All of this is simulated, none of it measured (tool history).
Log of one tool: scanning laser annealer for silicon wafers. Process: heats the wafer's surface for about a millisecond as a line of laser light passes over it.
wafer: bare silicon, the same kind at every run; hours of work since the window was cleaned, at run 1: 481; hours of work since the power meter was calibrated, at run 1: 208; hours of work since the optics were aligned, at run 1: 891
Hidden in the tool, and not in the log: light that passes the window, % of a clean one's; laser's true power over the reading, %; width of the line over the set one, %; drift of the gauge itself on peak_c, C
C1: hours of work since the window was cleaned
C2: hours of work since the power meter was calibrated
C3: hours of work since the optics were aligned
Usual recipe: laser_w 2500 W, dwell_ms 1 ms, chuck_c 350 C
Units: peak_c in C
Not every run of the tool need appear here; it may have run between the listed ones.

run 1 hour=0 | laser_w=2500 dwell_ms=1 chuck_c=350 | C1=481 C2=208 C3=891 | peak_c=1062
run 2 hour=34.3 | laser_w=2500 dwell_ms=1 chuck_c=350 | C1=495 C2=221 C3=905 | peak_c=1064
run 3 hour=78.9 | laser_w=2500 dwell_ms=1 chuck_c=350 | C1=513 C2=239 C3=923 | peak_c=1058
run 4 hour=129.5 | laser_w=2500 dwell_ms=1 chuck_c=350 | C1=533 C2=260 C3=943 | peak_c=1062
run 5 hour=176 | laser_w=2500 dwell_ms=1 chuck_c=350 | C1=552 C2=278 C3=962 | peak_c=1060
run 6 hour=223.1 | laser_w=2500 dwell_ms=1 chuck_c=350 | C1=571 C2=297 C3=981 | peak_c=1060
-- hour=236.8 window over the wafer cleaned
run 7 hour=266.7 | laser_w=2500 dwell_ms=1 chuck_c=350 | C1=12 C2=314 C3=998 | peak_c=1062
run 8 hour=303.3 | laser_w=2500 dwell_ms=1 chuck_c=350 | C1=27 C2=328 C3=1012 | peak_c=1066
run 9 hour=343.6 | laser_w=2500 dwell_ms=1 chuck_c=350 | C1=43 C2=345 C3=1028 | peak_c=1064
run 10 hour=385.3 | laser_w=2500 dwell_ms=1 chuck_c=350 | C1=60 C2=361 C3=1045 | peak_c=1063
run 11 hour=429.4 | laser_w=2500 dwell_ms=1 chuck_c=350 | C1=77 C2=379 C3=1063 | peak_c=1061
run 12 hour=477.5 | laser_w=2500 dwell_ms=1 chuck_c=350 | C1=96 C2=398 C3=1082 | peak_c=1061
run 13 hour=522.5 | laser_w=2500 dwell_ms=1 chuck_c=381 | C1=115 C2=416 C3=1100 | peak_c=1093
run 14 hour=543 | laser_w=2500 dwell_ms=1 chuck_c=381 | C1=123 C2=425 C3=1108 | peak_c=1092
run 15 hour=577.3 | laser_w=2500 dwell_ms=1 chuck_c=381 | C1=136 C2=438 C3=1122 | peak_c=1092
run 16 hour=628 | laser_w=2412 dwell_ms=0.94 chuck_c=328 | C1=157 C2=459 C3=1142 | peak_c=986
run 17 hour=663.4 | laser_w=2412 dwell_ms=0.94 chuck_c=328 | C1=171 C2=473 C3=1157 | peak_c=990
run 18 hour=702.9 | laser_w=2340 dwell_ms=1 chuck_c=350 | C1=187 C2=489 C3=1172 | peak_c=1011
run 19 hour=749.4 | laser_w=2633 dwell_ms=1 chuck_c=362 | C1=205 C2=507 C3=1191 | peak_c=1118
run 20 hour=780.5 | laser_w=2356 dwell_ms=1 chuck_c=332 | C1=218 C2=520 C3=1203 | peak_c=999
run 21 hour=827.8 | laser_w=2356 dwell_ms=1 chuck_c=332 | C1=237 C2=539 C3=1222 | peak_c=1000
run 22 hour=866.9 | laser_w=2356 dwell_ms=1 chuck_c=332 | C1=253 C2=554 C3=1238 | peak_c=1001
run 23 hour=906.4 | laser_w=2356 dwell_ms=0.73 chuck_c=332 | C1=268 C2=570 C3=1254 | peak_c=889
run 24 hour=929.3 | laser_w=2457 dwell_ms=1 chuck_c=383 | C1=278 C2=579 C3=1263 | peak_c=1082
run 25 hour=953.7 | laser_w=2626 dwell_ms=1 chuck_c=358 | C1=287 C2=589 C3=1273 | peak_c=1108
run 26 hour=995.2 | laser_w=2626 dwell_ms=1 chuck_c=358 | C1=304 C2=606 C3=1290 | peak_c=1109
run 27 hour=1020.1 | laser_w=2626 dwell_ms=1 chuck_c=358 | C1=314 C2=616 C3=1300 | peak_c=1110
run 28 hour=1041.4 | laser_w=2538 dwell_ms=1 chuck_c=358 | C1=323 C2=624 C3=1308 | peak_c=1083

Below are 4 alternative next runs, each starting from the tool's condition after run 28. Predict each:
run A hour=1081.9 | laser_w=2505 dwell_ms=1 chuck_c=328 | C1=339 C2=641 C3=1324 | peak_c=?
run B hour=1081.9 | laser_w=2671 dwell_ms=1 chuck_c=348 | C1=339 C2=641 C3=1324 | peak_c=?
run C hour=1081.9 | laser_w=2724 dwell_ms=0.99 chuck_c=360 | C1=339 C2=641 C3=1324 | peak_c=?
run D hour=1081.9 | laser_w=2538 dwell_ms=1.02 chuck_c=367 | C1=339 C2=641 C3=1324 | peak_c=?

run=A peak_c=1041
run=B peak_c=1115
run=C peak_c=1137
run=D peak_c=1098
With no hidden state in the tool, these same runs would have given:
run=A peak_c=1042
run=B peak_c=1116
run=C peak_c=1138
run=D peak_c=1099

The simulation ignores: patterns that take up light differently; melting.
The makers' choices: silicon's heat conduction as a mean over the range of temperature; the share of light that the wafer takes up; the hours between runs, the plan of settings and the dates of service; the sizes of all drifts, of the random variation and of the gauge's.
